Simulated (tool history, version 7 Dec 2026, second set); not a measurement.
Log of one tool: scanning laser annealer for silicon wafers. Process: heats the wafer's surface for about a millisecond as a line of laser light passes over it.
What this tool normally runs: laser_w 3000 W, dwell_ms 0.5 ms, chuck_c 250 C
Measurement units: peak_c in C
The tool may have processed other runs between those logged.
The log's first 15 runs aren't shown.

run 16 hour=189.5 | laser_w=3000 dwell_ms=0.5 chuck_c=250 | peak_c=1046
run 17 hour=199.1 | laser_w=3000 dwell_ms=0.5 chuck_c=250 | peak_c=1044
run 18 hour=210.3 | laser_w=3000 dwell_ms=0.5 chuck_c=250 | peak_c=1047
run 19 hour=220.5 | laser_w=3000 dwell_ms=0.5 chuck_c=250 | peak_c=1046
run 20 hour=228.6 | laser_w=3000 dwell_ms=0.5 chuck_c=250 | peak_c=1048
run 21 hour=246.5 | laser_w=3000 dwell_ms=0.36 chuck_c=245 | peak_c=914
run 22 hour=258.4 | laser_w=3000 dwell_ms=0.36 chuck_c=271 | peak_c=940
run 23 hour=273.4 | laser_w=2599 dwell_ms=0.431 chuck_c=212 | peak_c=852
run 24 hour=287.3 | laser_w=2599 dwell_ms=0.431 chuck_c=212 | peak_c=852
run 25 hour=295.4 | laser_w=3000 dwell_ms=0.5 chuck_c=251 | peak_c=1049
run 26 hour=311.9 | laser_w=3000 dwell_ms=0.428 chuck_c=282 | peak_c=1014
run 27 hour=325.5 | laser_w=2871 dwell_ms=0.486 chuck_c=270 | peak_c=1021
run 28 hour=342.6 | laser_w=2997 dwell_ms=0.583 chuck_c=234 | peak_c=1099
run 29 hour=360.1 | laser_w=2997 dwell_ms=0.583 chuck_c=234 | peak_c=1099
run 30 hour=373 | laser_w=3000 dwell_ms=0.51 chuck_c=217 | peak_c=1024
run 31 hour=384.7 | laser_w=3000 dwell_ms=0.51 chuck_c=217 | peak_c=1023
run 32 hour=392.6 | laser_w=2721 dwell_ms=0.362 chuck_c=277 | peak_c=886
run 33 hour=406.8 | laser_w=2972 dwell_ms=0.452 chuck_c=269 | peak_c=1016
run 34 hour=416.9 | laser_w=2635 dwell_ms=0.491 chuck_c=275 | peak_c=969
run 35 hour=430.1 | laser_w=3134 dwell_ms=0.491 chuck_c=279 | peak_c=1103
run 36 hour=441.5 | laser_w=2711 dwell_ms=0.491 chuck_c=285 | peak_c=1004
run 37 hour=454.2 | laser_w=2998 dwell_ms=0.548 chuck_c=285 | peak_c=1121
run 38 hour=470 | laser_w=2998 dwell_ms=0.548 chuck_c=285 | peak_c=1123
run 39 hour=486.3 | laser_w=3277 dwell_ms=0.5 chuck_c=250 | peak_c=1116
run 40 hour=499.7 | laser_w=2807 dwell_ms=0.445 chuck_c=236 | peak_c=937

Consider 3 possible next runs. They are alternatives, not a sequence: every one starts from the tool as it was left by run 40. What does each give?
run A hour=510.3 | laser_w=2607 dwell_ms=0.5 chuck_c=250 | peak_c=?
run B hour=510.3 | laser_w=3000 dwell_ms=0.574 chuck_c=219 | peak_c=?
run C hour=510.3 | laser_w=2809 dwell_ms=0.5 chuck_c=250 | peak_c=?

run=A peak_c=947
run=B peak_c=1076
run=C peak_c=997
Without the tool's hidden state the same runs would have given:
run=A peak_c=947
run=B peak_c=1076
run=C peak_c=997
